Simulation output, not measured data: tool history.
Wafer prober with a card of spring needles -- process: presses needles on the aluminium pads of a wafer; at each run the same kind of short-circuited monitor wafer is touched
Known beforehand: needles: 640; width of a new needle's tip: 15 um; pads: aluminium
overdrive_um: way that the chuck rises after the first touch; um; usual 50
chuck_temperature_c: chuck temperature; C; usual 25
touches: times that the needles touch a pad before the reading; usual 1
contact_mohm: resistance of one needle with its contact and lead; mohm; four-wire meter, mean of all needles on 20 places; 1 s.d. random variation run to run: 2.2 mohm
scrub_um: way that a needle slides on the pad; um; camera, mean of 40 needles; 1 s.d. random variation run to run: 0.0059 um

Run 1, day 0.000: usual settings. Result: contact_mohm 333 mohm, scrub_um 6.026 um.
At day 0.396: tips cleaned on abrasive film.
At day 0.792: tips cleaned on abrasive film.
At day 1.188: tips cleaned on abrasive film.
At day 1.683: tips cleaned on abrasive film.
At day 1.988: height of the first contact set anew.
At day 2.092: tips cleaned on abrasive film.
At day 2.583: tips cleaned on abrasive film.
Run 2, day 2.683: usual settings. Result: contact_mohm 386 mohm, scrub_um 6.090 um.
At day 2.983: tips cleaned on abrasive film.
At day 3.379: tips cleaned on abrasive film.
At day 3.775: tips cleaned on abrasive film.
At day 4.171: tips cleaned on abrasive film.
At day 4.662: tips cleaned on abrasive film.
At day 5.058: tips cleaned on abrasive film.
At day 5.454: tips cleaned on abrasive film.
At day 5.950: tips cleaned on abrasive film.
Run 3, day 6.088: usual settings. Result: contact_mohm 442 mohm, scrub_um 6.005 um.
At day 6.383: tips cleaned on abrasive film.
At day 6.783: tips cleaned on abrasive film.
At day 7.275: tips cleaned on abrasive film.
At day 7.483: height of the first contact set anew.
At day 7.683: tips cleaned on abrasive film.
At day 8.079: tips cleaned on abrasive film.
At day 8.575: tips cleaned on abrasive film.
At day 8.971: tips cleaned on abrasive film.
Run 4, day 9.054: usual settings. Result: contact_mohm 402 mohm, scrub_um 6.064 um.
At day 9.450: tips cleaned on abrasive film.
At day 9.942: tips cleaned on abrasive film.
At day 10.342: tips cleaned on abrasive film.
At day 10.833: tips cleaned on abrasive film.
At day 11.329: tips cleaned on abrasive film.
At day 11.725: tips cleaned on abrasive film.
At day 12.217: tips cleaned on abrasive film.
Run 5, day 12.221: usual settings but chuck_temperature_c 61 C. Result: contact_mohm 298 mohm, scrub_um 5.980 um.
At day 12.712: tips cleaned on abrasive film.
At day 13.017: height of the first contact set anew.
At day 13.221: tips cleaned on abrasive film.
At day 13.617: tips cleaned on abrasive film.
At day 14.108: tips cleaned on abrasive film.
At day 14.604: tips cleaned on abrasive film.
At day 15.000: tips cleaned on abrasive film.
At day 15.492: tips cleaned on abrasive film.
At day 15.888: tips cleaned on abrasive film.
Run 6, day 16.138: usual settings but touches 2. Result: contact_mohm 422 mohm, scrub_um 6.037 um.
At day 16.338: tips cleaned on abrasive film.
At day 16.733: tips cleaned on abrasive film.
At day 16.838: tips cleaned on abrasive film, once more.
At day 17.233: tips cleaned on abrasive film.
At day 17.629: tips cleaned on abrasive film.
At day 18.125: tips cleaned on abrasive film.
At day 18.525: height of the first contact set anew.
Run 7, day 18.525: usual settings but overdrive_um 31 um, touches 2. Result: contact_mohm 835 mohm, scrub_um 3.791 um.
At day 18.629: tips cleaned on abrasive film.
At day 19.025: tips cleaned on abrasive film.
At day 19.517: tips cleaned on abrasive film.
At day 19.912: tips cleaned on abrasive film.
At day 20.308: tips cleaned on abrasive film.
At day 20.804: tips cleaned on abrasive film.
Run 8, day 21.008: usual settings but overdrive_um 31 um, touches 2. Result: contact_mohm 654 mohm, scrub_um 3.720 um.
At day 21.208: tips cleaned on abrasive film.
At day 21.604: tips cleaned on abrasive film.
At day 22.000: tips cleaned on abrasive film.
At day 22.496: tips cleaned on abrasive film.
At day 22.892: tips cleaned on abrasive film.
At day 23.388: tips cleaned on abrasive film.
At day 23.783: tips cleaned on abrasive film.
At day 23.992: height of the first contact set anew.
Run 9, day 24.071: usual settings. Result: contact_mohm 568 mohm, scrub_um 6.114 um.
At day 24.271: tips cleaned on abrasive film.
At day 24.667: tips cleaned on abrasive film.
At day 25.062: tips cleaned on abrasive film.
At day 25.558: tips cleaned on abrasive film.
At day 25.954: tips cleaned on abrasive film.
At day 26.350: tips cleaned on abrasive film.
Run 10, day 26.450: usual settings. Result: contact_mohm 421 mohm, scrub_um 6.046 um.
At day 26.750: tips cleaned on abrasive film.
At day 27.146: tips cleaned on abrasive film.
At day 27.542: tips cleaned on abrasive film.
At day 27.938: tips cleaned on abrasive film.
Run 11, day 28.229: usual settings but touches 2. Result: contact_mohm 449 mohm, scrub_um 5.999 um.
At day 28.429: tips cleaned on abrasive film.
At day 28.825: tips cleaned on abrasive film.
At day 29.221: tips cleaned on abrasive film.
At day 29.529: height of the first contact set anew.
At day 29.729: tips cleaned on abrasive film.
At day 30.221: tips cleaned on abrasive film.
At day 30.617: tips cleaned on abrasive film.
At day 31.012: tips cleaned on abrasive film.
Run 12, day 31.300: usual settings but touches 2. Result: contact_mohm 442 mohm, scrub_um 6.076 um.
At day 31.500: tips cleaned on abrasive film.
At day 31.896: tips cleaned on abrasive film.
At day 32.292: tips cleaned on abrasive film.
At day 32.688: tips cleaned on abrasive film.
At day 33.183: tips cleaned on abrasive film.
At day 33.579: tips cleaned on abrasive film.
Run 13, day 33.704: usual settings but touches 2. Result: contact_mohm 353 mohm, scrub_um 6.020 um.
At day 34.000: tips cleaned on abrasive film.
At day 34.396: tips cleaned on abrasive film.
At day 34.892: tips cleaned on abrasive film.
At day 35.000: height of the first contact set anew.
At day 35.300: tips cleaned on abrasive film.
Run 14, day 35.575: usual settings but overdrive_um 47 um, chuck_temperature_c 75 C, touches 3. Result: contact_mohm 383 mohm, scrub_um 5.737 um.
At day 35.775: tips cleaned on abrasive film.
At day 36.271: tips cleaned on abrasive film.
At day 36.762: tips cleaned on abrasive film.
At day 37.158: tips cleaned on abrasive film.
At day 37.554: tips cleaned on abrasive film.
At day 37.950: tips cleaned on abrasive film.
At day 38.446: tips cleaned on abrasive film.
At day 38.938: tips cleaned on abrasive film.
At day 39.433: tips cleaned on abrasive film.
Run 15, day 39.529: usual settings but overdrive_um 47 um, chuck_temperature_c 75 C, touches 3. Result: contact_mohm 334 mohm, scrub_um 5.645 um.
At day 39.925: tips cleaned on abrasive film.
At day 40.417: tips cleaned on abrasive film.
At day 40.529: height of the first contact set anew.
At day 40.825: tips cleaned on abrasive film.
At day 41.221: tips cleaned on abrasive film.
At day 41.717: tips cleaned on abrasive film.
At day 42.112: tips cleaned on abrasive film.
Run 16, day 42.408: usual settings but overdrive_um 32 um, chuck_temperature_c 75 C, touches 2. Result: contact_mohm 754 mohm, scrub_um 3.876 um.
At day 42.512: tips cleaned on abrasive film.
At day 42.908: tips cleaned on abrasive film.
At day 43.400: tips cleaned on abrasive film.
At day 43.896: tips cleaned on abrasive film.
At day 44.388: tips cleaned on abrasive film.
Run 17, day 44.754: usual settings but overdrive_um 32 um, chuck_temperature_c 75 C, touches 2. Result: contact_mohm 829 mohm, scrub_um 3.813 um.
At day 44.858: tips cleaned on abrasive film.
At day 45.254: tips cleaned on abrasive film.
At day 45.650: tips cleaned on abrasive film.
At day 46.054: height of the first contact set anew.
At day 46.158: tips cleaned on abrasive film.
At day 46.650: tips cleaned on abrasive film.
Run 18, day 46.912: usual settings but chuck_temperature_c 40 C. Result: contact_mohm 575 mohm, scrub_um 6.083 um.
At day 47.112: tips cleaned on abrasive film.
At day 47.612: card fitted with new needles.
At day 48.008: tips cleaned on abrasive film.
At day 48.504: tips cleaned on abrasive film.
At day 48.900: tips cleaned on abrasive film.
At day 49.296: tips cleaned on abrasive film.
At day 49.792: tips cleaned on abrasive film.
At day 50.188: tips cleaned on abrasive film.
At day 50.679: tips cleaned on abrasive film.
Run 19, day 50.779: usual settings but chuck_temperature_c 75 C, touches 2. Result: contact_mohm 279 mohm, scrub_um 6.048 um.
At day 51.079: tips cleaned on abrasive film.
At day 51.571: tips cleaned on abrasive film.
At day 51.971: tips cleaned on abrasive film.
At day 52.462: tips cleaned on abrasive film.
At day 52.925: tips cleaned on abrasive film.
Run 20, day 52.925: usual settings but chuck_temperature_c 75 C, touches 2. Result: contact_mohm 260 mohm, scrub_um 5.984 um.
At day 53.133: height of the first contact set anew.
At day 53.433: tips cleaned on abrasive film.
At day 53.925: tips cleaned on abrasive film.
At day 54.421: tips cleaned on abrasive film.
At day 54.817: tips cleaned on abrasive film.
At day 55.212: tips cleaned on abrasive film.
At day 55.704: tips cleaned on abrasive film.
At day 56.100: tips cleaned on abrasive film.
At day 56.500: tips cleaned on abrasive film.
Run 21, day 56.825: usual settings but chuck_temperature_c 75 C, touches 2. Result: contact_mohm 326 mohm, scrub_um 6.043 um.
At day 56.925: tips cleaned on abrasive film.
At day 57.421: tips cleaned on abrasive film.
At day 57.912: tips cleaned on abrasive film.
At day 58.408: tips cleaned on abrasive film.
At day 58.617: height of the first contact set anew.
At day 58.817: tips cleaned on abrasive film.
At day 59.267: tips cleaned on abrasive film.
Run 22, day 59.267: usual settings but chuck_temperature_c 75 C, touches 2. Result: contact_mohm 261 mohm, scrub_um 6.083 um.
At day 59.662: tips cleaned on abrasive film.
At day 60.158: tips cleaned on abrasive film.
At day 60.554: tips cleaned on abrasive film.
At day 61.046: tips cleaned on abrasive film.
At day 61.538: tips cleaned on abrasive film.
Run 23, day 61.538: usual settings but overdrive_um 33 um, chuck_temperature_c 43 C. Result: contact_mohm 286 mohm, scrub_um 3.969 um.

What if the next run were any one of these 3? Each begins from the tool's condition after run 23:
At day 62.029: tips cleaned on abrasive film.
At day 62.429: tips cleaned on abrasive film.
At day 62.921: tips cleaned on abrasive film.
At day 63.317: tips cleaned on abrasive film.
Run A, day 63.592: usual settings but overdrive_um 53 um, chuck_temperature_c 43 C. Result: contact_mohm ?, scrub_um ?.
At day 62.029: tips cleaned on abrasive film.
At day 62.429: tips cleaned on abrasive film.
At day 62.921: tips cleaned on abrasive film.
At day 63.317: tips cleaned on abrasive film.
Run B, day 63.592: usual settings but overdrive_um 35 um, chuck_temperature_c 58 C, touches 2. Result: contact_mohm ?, scrub_um ?.
At day 62.029: tips cleaned on abrasive film.
At day 62.429: tips cleaned on abrasive film.
At day 62.921: tips cleaned on abrasive film.
At day 63.317: tips cleaned on abrasive film.
Run C, day 63.592: usual settings but overdrive_um 62 um, chuck_temperature_c 71 C, touches 3. Result: contact_mohm ?, scrub_um ?.

run  contact_mohm  scrub_um
  A           346     6.372
  B           379     4.169
  C           274     7.466
The same runs, with their run-to-run variation unchanged, on a tool lacking any hidden condition would have given:
run  contact_mohm  scrub_um
  A           244     6.483
  B           254     4.280
  C           247     7.577
